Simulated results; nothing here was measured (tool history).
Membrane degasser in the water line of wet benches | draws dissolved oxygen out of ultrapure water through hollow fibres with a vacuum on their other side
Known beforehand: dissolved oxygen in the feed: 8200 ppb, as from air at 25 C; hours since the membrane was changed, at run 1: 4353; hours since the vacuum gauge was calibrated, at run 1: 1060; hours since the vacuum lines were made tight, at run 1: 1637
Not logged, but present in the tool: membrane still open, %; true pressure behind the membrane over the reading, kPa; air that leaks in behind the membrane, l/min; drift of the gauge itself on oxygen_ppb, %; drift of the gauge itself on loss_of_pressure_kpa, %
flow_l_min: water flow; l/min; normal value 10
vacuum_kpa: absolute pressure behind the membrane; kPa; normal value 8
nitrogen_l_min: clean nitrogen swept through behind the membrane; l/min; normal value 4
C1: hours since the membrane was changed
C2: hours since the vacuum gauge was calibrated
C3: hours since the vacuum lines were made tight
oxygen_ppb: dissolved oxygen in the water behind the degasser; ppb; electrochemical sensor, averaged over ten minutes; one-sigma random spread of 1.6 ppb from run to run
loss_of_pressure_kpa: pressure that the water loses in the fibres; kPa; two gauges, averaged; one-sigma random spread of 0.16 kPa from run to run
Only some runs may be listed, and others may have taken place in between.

Run 1, hour 0: usual settings; C1 4353; C2 1060; C3 1637. Result: oxygen_ppb 166.4 ppb, loss_of_pressure_kpa 43.03 kPa.
Run 2, hour 184: usual settings but nitrogen_l_min 1.73 l/min; C1 4537; C2 1244; C3 1821. Result: oxygen_ppb 205.8 ppb, loss_of_pressure_kpa 42.99 kPa.
Run 3, hour 409.6: usual settings but nitrogen_l_min 1.73 l/min; C1 4762; C2 1470; C3 2047. Result: oxygen_ppb 206.5 ppb, loss_of_pressure_kpa 43.21 kPa.
Run 4, hour 685: usual settings but nitrogen_l_min 3.08 l/min; C1 5038; C2 1745; C3 2322. Result: oxygen_ppb 177.4 ppb, loss_of_pressure_kpa 43.32 kPa.
Run 5, hour 827.5: usual settings but nitrogen_l_min 3.08 l/min; C1 5180; C2 1888; C3 2465. Result: oxygen_ppb 183.7 ppb, loss_of_pressure_kpa 43.1 kPa.
Run 6, hour 1050.6: usual settings but flow_l_min 7 l/min; C1 5403; C2 2111; C3 2688. Result: oxygen_ppb 56.9 ppb, loss_of_pressure_kpa 30.5 kPa.
Run 7, hour 1207.1: usual settings but flow_l_min 7 l/min; C1 5560; C2 2268; C3 2845. Result: oxygen_ppb 57.3 ppb, loss_of_pressure_kpa 30.27 kPa.
Run 8, hour 1381.7: usual settings but nitrogen_l_min 11.62 l/min; C1 5734; C2 2442; C3 3019. Result: oxygen_ppb 155.2 ppb, loss_of_pressure_kpa 43.07 kPa.
Run 9, hour 1551.3: usual settings but nitrogen_l_min 11.62 l/min; C1 5904; C2 2612; C3 3189. Result: oxygen_ppb 153.6 ppb, loss_of_pressure_kpa 43.12 kPa.
Run 10, hour 1703.9: usual settings but nitrogen_l_min 11.62 l/min; C1 6057; C2 2764; C3 3341. Result: oxygen_ppb 153.8 ppb, loss_of_pressure_kpa 43.49 kPa.
Run 11, hour 1954.1: usual settings but vacuum_kpa 5.01 kPa; C1 6307; C2 3015; C3 3592. Result: oxygen_ppb 156.3 ppb, loss_of_pressure_kpa 43.45 kPa.
Run 12, hour 2275.2: usual settings but vacuum_kpa 5.01 kPa; C1 6628; C2 3336; C3 3913. Result: oxygen_ppb 155.6 ppb, loss_of_pressure_kpa 43.6 kPa.
Run 13, hour 2587.7: usual settings but flow_l_min 8 l/min; C1 6940; C2 3648; C3 4225. Result: oxygen_ppb 91.4 ppb, loss_of_pressure_kpa 34.87 kPa.
At hour 2606.3: vacuum gauge calibrated.
Run 14, hour 2910.9: usual settings but flow_l_min 8 l/min; C1 7263; C2 305; C3 4548. Result: oxygen_ppb 91.6 ppb, loss_of_pressure_kpa 35.07 kPa.
At hour 2976.5: seals of the vacuum lines changed.
Run 15, hour 3217.9: usual settings but flow_l_min 8 l/min; C1 7568; C2 610; C3 241. Result: oxygen_ppb 90.8 ppb, loss_of_pressure_kpa 34.83 kPa.
Run 16, hour 3494.3: usual settings but flow_l_min 7 l/min, nitrogen_l_min 2.58 l/min; C1 7845; C2 886; C3 518. Result: oxygen_ppb 73.8 ppb, loss_of_pressure_kpa 30.64 kPa.
At hour 3653.4: vacuum gauge calibrated, once more.
Run 17, hour 3792: usual settings but flow_l_min 16 l/min, vacuum_kpa 13.48 kPa; C1 8142; C2 139; C3 815. Result: oxygen_ppb 642.9 ppb, loss_of_pressure_kpa 70.02 kPa.
Run 18, hour 4122.1: usual settings but flow_l_min 16 l/min, vacuum_kpa 10.2 kPa, nitrogen_l_min 1.74 l/min; C1 8472; C2 469; C3 1145. Result: oxygen_ppb 686.7 ppb, loss_of_pressure_kpa 70.24 kPa.
Run 19, hour 4327.8: usual settings but flow_l_min 6 l/min, vacuum_kpa 9.25 kPa, nitrogen_l_min 1.82 l/min; C1 8678; C2 674; C3 1351. Result: oxygen_ppb 69.3 ppb, loss_of_pressure_kpa 26.45 kPa.
Run 20, hour 4551.8: usual settings but flow_l_min 6 l/min, vacuum_kpa 9.25 kPa, nitrogen_l_min 1.82 l/min; C1 8902; C2 898; C3 1575. Result: oxygen_ppb 69.2 ppb, loss_of_pressure_kpa 26.5 kPa.
Run 21, hour 4818.1: usual settings but flow_l_min 6 l/min, vacuum_kpa 5.55 kPa, nitrogen_l_min 2.13 l/min; C1 9168; C2 1165; C3 1841. Result: oxygen_ppb 37.3 ppb, loss_of_pressure_kpa 26.58 kPa.
Run 22, hour 5149.3: usual settings but flow_l_min 6 l/min, vacuum_kpa 5.55 kPa, nitrogen_l_min 2.13 l/min; C1 9499; C2 1496; C3 2172. Result: oxygen_ppb 37.4 ppb, loss_of_pressure_kpa 26.6 kPa.
Run 23, hour 5384.7: usual settings but flow_l_min 9 l/min, vacuum_kpa 6.5 kPa, nitrogen_l_min 3.66 l/min; C1 9734; C2 1731; C3 2408. Result: oxygen_ppb 130 ppb, loss_of_pressure_kpa 40.02 kPa.
Run 24, hour 5629.6: usual settings but flow_l_min 8 l/min, nitrogen_l_min 5.86 l/min; C1 9979; C2 1976; C3 2653. Result: oxygen_ppb 87.3 ppb, loss_of_pressure_kpa 35.46 kPa.
Run 25, hour 5948.6: usual settings but flow_l_min 15 l/min, vacuum_kpa 19.32 kPa; C1 10298; C2 2295; C3 2972. Result: oxygen_ppb 623.9 ppb, loss_of_pressure_kpa 66.48 kPa.
Run 26, hour 6213.2: usual settings but flow_l_min 15 l/min, vacuum_kpa 19.32 kPa; C1 10563; C2 2560; C3 3236. Result: oxygen_ppb 630.1 ppb, loss_of_pressure_kpa 66.61 kPa.
Run 27, hour 6462.8: usual settings but flow_l_min 15 l/min, vacuum_kpa 6.05 kPa; C1 10813; C2 2809; C3 3486. Result: oxygen_ppb 522.1 ppb, loss_of_pressure_kpa 66.97 kPa.
Run 28, hour 6637.6: usual settings but vacuum_kpa 9.18 kPa, nitrogen_l_min 10.78 l/min; C1 10987; C2 2984; C3 3661. Result: oxygen_ppb 174.1 ppb, loss_of_pressure_kpa 44.43 kPa.
Run 29, hour 6791.8: usual settings but vacuum_kpa 9.18 kPa, nitrogen_l_min 10.78 l/min; C1 11142; C2 3138; C3 3815. Result: oxygen_ppb 177.3 ppb, loss_of_pressure_kpa 44.62 kPa.
At hour 6908.1: membrane cartridge changed.
Run 30, hour 7083.3: usual settings but vacuum_kpa 11.83 kPa; C1 175; C2 3426; C3 4102. Result: oxygen_ppb 180.5 ppb, loss_of_pressure_kpa 41.8 kPa.

Selected run-to-run steps in oxygen_ppb, each split into two signed amounts: the part the tool would show with no hidden state at all (from settings, incoming material and random variation), and the remainder, which goes to the hidden state together with any gauge scatter not common to the measured and the hidden-state-free results:
Run 16 -> 17: flow_l_min 7 -> 16, vacuum_kpa 8 -> 13.48, nitrogen_l_min 2.58 -> 4, vacuum gauge calibrated, once more. oxygen_ppb +569.1 ppb: hidden state +51.7, all else +517.4.
Run 18 -> 19: flow_l_min 16 -> 6, vacuum_kpa 10.2 -> 9.25, nitrogen_l_min 1.74 -> 1.82. oxygen_ppb -617.4 ppb: hidden state -60.5, all else -556.9.
Run 24 -> 25: flow_l_min 8 -> 15, vacuum_kpa 8 -> 19.32, nitrogen_l_min 5.86 -> 4. oxygen_ppb +536.6 ppb: hidden state +58.9, all else +477.7.
